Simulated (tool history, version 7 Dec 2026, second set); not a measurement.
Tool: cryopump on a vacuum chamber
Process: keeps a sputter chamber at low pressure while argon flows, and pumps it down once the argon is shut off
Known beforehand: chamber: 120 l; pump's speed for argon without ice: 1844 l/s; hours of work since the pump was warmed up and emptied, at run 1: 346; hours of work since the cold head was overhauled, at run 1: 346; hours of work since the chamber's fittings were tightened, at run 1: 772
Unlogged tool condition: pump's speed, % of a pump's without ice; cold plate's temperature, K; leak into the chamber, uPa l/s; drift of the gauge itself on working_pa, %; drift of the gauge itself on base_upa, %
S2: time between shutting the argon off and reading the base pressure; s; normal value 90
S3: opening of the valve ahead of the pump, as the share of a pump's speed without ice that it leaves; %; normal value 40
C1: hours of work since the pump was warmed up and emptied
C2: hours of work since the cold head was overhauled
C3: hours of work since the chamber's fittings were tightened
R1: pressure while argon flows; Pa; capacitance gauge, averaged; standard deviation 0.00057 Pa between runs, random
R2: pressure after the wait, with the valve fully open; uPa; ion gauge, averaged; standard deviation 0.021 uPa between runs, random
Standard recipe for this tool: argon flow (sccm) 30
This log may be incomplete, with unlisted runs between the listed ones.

run 1 hour=0 | argon_flow_(sccm)=30 S2=90 S3=40 | C1=346 C2=346 C3=772 | R1=0.0823 R2=1.05
-- hour=14.4 pump warmed up, emptied and cooled again
run 2 hour=25.2 | argon_flow_(sccm)=30 S2=90 S3=40 | C1=6 C2=357 C3=783 | R1=0.0684 R2=0.83
run 3 hour=40.9 | argon_flow_(sccm)=30 S2=90 S3=40 | C1=14 C2=366 C3=792 | R1=0.0687 R2=0.82
run 4 hour=64.6 | argon_flow_(sccm)=30 S2=90 S3=46 | C1=27 C2=378 C3=804 | R1=0.0619 R2=0.83
run 5 hour=94.2 | argon_flow_(sccm)=30 S2=90 S3=30 | C1=43 C2=394 C3=820 | R1=0.0928 R2=0.87
run 6 hour=109 | argon_flow_(sccm)=49 S2=90 S3=40 | C1=51 C2=402 C3=828 | R1=0.1154 R2=0.86
run 7 hour=134.2 | argon_flow_(sccm)=30 S2=90 S3=40 | C1=64 C2=416 C3=842 | R1=0.0702 R2=0.86
run 8 hour=158.4 | argon_flow_(sccm)=30 S2=90 S3=40 | C1=77 C2=429 C3=855 | R1=0.0708 R2=0.88
run 9 hour=172.6 | argon_flow_(sccm)=30 S2=90 S3=40 | C1=85 C2=437 C3=863 | R1=0.0706 R2=0.92
run 10 hour=187.4 | argon_flow_(sccm)=30 S2=90 S3=40 | C1=93 C2=445 C3=871 | R1=0.0713 R2=0.91
run 11 hour=212.2 | argon_flow_(sccm)=30 S2=90 S3=40 | C1=106 C2=458 C3=884 | R1=0.0721 R2=0.95
run 12 hour=227.9 | argon_flow_(sccm)=14 S2=90 S3=40 | C1=115 C2=466 C3=892 | R1=0.0338 R2=0.92
run 13 hour=246.5 | argon_flow_(sccm)=14 S2=90 S3=40 | C1=125 C2=476 C3=902 | R1=0.0338 R2=0.92
run 14 hour=270.5 | argon_flow_(sccm)=30 S2=90 S3=40 | C1=138 C2=489 C3=915 | R1=0.0724 R2=0.95
run 15 hour=293.9 | argon_flow_(sccm)=30 S2=249 S3=40 | C1=150 C2=502 C3=928 | R1=0.0735 R2=0.75
run 16 hour=315.5 | argon_flow_(sccm)=30 S2=163 S3=40 | C1=162 C2=513 C3=939 | R1=0.0739 R2=0.83
run 17 hour=340.4 | argon_flow_(sccm)=30 S2=163 S3=40 | C1=175 C2=527 C3=953 | R1=0.0742 R2=0.85
run 18 hour=370.1 | argon_flow_(sccm)=32 S2=41 S3=40 | C1=191 C2=543 C3=969 | R1=0.0798 R2=1.42
run 19 hour=386 | argon_flow_(sccm)=29 S2=177 S3=18 | C1=200 C2=551 C3=977 | R1=0.1533 R2=0.87
run 20 hour=414.1 | argon_flow_(sccm)=29 S2=177 S3=34 | C1=215 C2=566 C3=992 | R1=0.0846 R2=0.85
run 21 hour=439 | argon_flow_(sccm)=54 S2=193 S3=40 | C1=228 C2=580 C3=1006 | R1=0.135 R2=0.88
run 22 hour=459.9 | argon_flow_(sccm)=23 S2=95 S3=56 | C1=240 C2=591 C3=1017 | R1=0.0429 R2=1.03
run 23 hour=486 | argon_flow_(sccm)=23 S2=95 S3=56 | C1=254 C2=605 C3=1031 | R1=0.0436 R2=1.1
run 24 hour=507.2 | argon_flow_(sccm)=23 S2=95 S3=56 | C1=265 C2=617 C3=1043 | R1=0.0437 R2=1.09
run 25 hour=520.8 | argon_flow_(sccm)=28 S2=90 S3=40 | C1=272 C2=624 C3=1050 | R1=0.0721 R2=1.09
run 26 hour=541.2 | argon_flow_(sccm)=38 S2=88 S3=55 | C1=283 C2=635 C3=1061 | R1=0.0758 R2=1.11
run 27 hour=567.1 | argon_flow_(sccm)=38 S2=88 S3=55 | C1=297 C2=649 C3=1075 | R1=0.0762 R2=1.21
run 28 hour=596.9 | argon_flow_(sccm)=38 S2=88 S3=55 | C1=313 C2=665 C3=1091 | R1=0.0772 R2=1.22
run 29 hour=616.4 | argon_flow_(sccm)=38 S2=88 S3=55 | C1=324 C2=675 C3=1101 | R1=0.0761 R2=1.25
run 30 hour=638.1 | argon_flow_(sccm)=30 S2=104 S3=16 | C1=336 C2=687 C3=1113 | R1=0.1841 R2=1.2
run 31 hour=654.1 | argon_flow_(sccm)=30 S2=24 S3=16 | C1=344 C2=696 C3=1122 | R1=0.1839 R2=2.2
-- hour=672.5 pump warmed up, emptied and cooled again
run 32 hour=687.5 | argon_flow_(sccm)=22 S2=62 S3=36 | C1=8 C2=711 C3=1137 | R1=0.0579 R2=1.17
run 33 hour=703.3 | argon_flow_(sccm)=35 S2=245 S3=17 | C1=17 C2=719 C3=1145 | R1=0.1906 R2=0.76
run 34 hour=725.9 | argon_flow_(sccm)=24 S2=245 S3=18 | C1=29 C2=731 C3=1157 | R1=0.1225 R2=0.76

Each row is a separate what-if for the run after 34, all from the same tool condition, not one after another. Results?
run A hour=739.3 | argon_flow_(sccm)=53 S2=41 S3=45 | C1=36 C2=739 C3=1165 | R1=? R2=?
run B hour=739.3 | argon_flow_(sccm)=23 S2=41 S3=18 | C1=36 C2=739 C3=1165 | R1=? R2=?
run C hour=739.3 | argon_flow_(sccm)=27 S2=108 S3=33 | C1=36 C2=739 C3=1165 | R1=? R2=?

run=A R1=0.1091 R2=1.5
run=B R1=0.1181 R2=1.39
run=C R1=0.0778 R2=0.96
Had the tool no hidden state, the same runs would have come out as:
run=A R1=0.1068 R2=1
run=B R1=0.1171 R2=0.9
run=C R1=0.0766 R2=0.48
